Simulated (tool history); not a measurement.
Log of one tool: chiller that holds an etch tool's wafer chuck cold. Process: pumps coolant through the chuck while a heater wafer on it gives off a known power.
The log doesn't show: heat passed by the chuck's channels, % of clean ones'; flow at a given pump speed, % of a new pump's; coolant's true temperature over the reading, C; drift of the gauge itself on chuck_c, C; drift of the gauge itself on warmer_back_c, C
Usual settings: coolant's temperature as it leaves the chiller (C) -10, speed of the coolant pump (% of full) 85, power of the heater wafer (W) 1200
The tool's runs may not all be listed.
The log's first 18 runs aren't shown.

run	day	coolant's temperature as it leaves the chiller (C)	speed of the coolant pump (% of full)	power of the heater wafer (W)	hours since the coolant was changed and the channels were flushed	hours since the pump was overhauled	hours since the chiller's thermometer was calibrated	chuck's temperature once it has settled (C)	how much warmer the coolant comes back (C)
19	21.071	-12	81	1576	5442	1695	389	4.8	4.36
20	22.875	-13	67	630	5485	1738	432	-5.2	2.13
21	23.771	-1	94	694	5506	1760	454	5.6	1.67
22	24.638	-6	97	1451	5527	1781	474	7.3	3.34
23	25.679	-6	97	1451	5552	1806	499	7.5	3.35
24	26.621	-19	68	1059	5575	1828	522	-6	3.53
25	27.758	-2	60	818	5602	1856	549	8.9	3.09
26	28.783	-18	60	1770	5627	1880	574	5.5	6.65
# day 29.662: coolant changed, channels flushed
27	30.792	-12	70	651	27	1922	616	-4.8	2.14
28	31.758	-12	70	651	50	1946	639	-4.8	2.06
29	33.108	-18	66	702	83	1978	672	-9.8	2.37
30	34.892	-10	78	1359	126	2021	715	3.7	3.93
31	35.842	-8	78	1359	148	2044	737	5.8	3.95

3 ways to go on from here, each from the tool as it stands after run 31. What would each give?
A	36.8	0	90	1614	171	2067	760	?	?
B	36.8	-12	84	1359	171	2067	760	?	?
C	36.8	-10	73	834	171	2067	760	?	?

run	chuck's temperature once it has settled (C)	how much warmer the coolant comes back (C)
A	14.6	4.07
B	1.1	3.66
C	-1.2	2.56
Without the tool's hidden state the same runs would have given:
run	chuck's temperature once it has settled (C)	how much warmer the coolant comes back (C)
A	14.1	4
B	0.7	3.59
C	-1.5	2.51
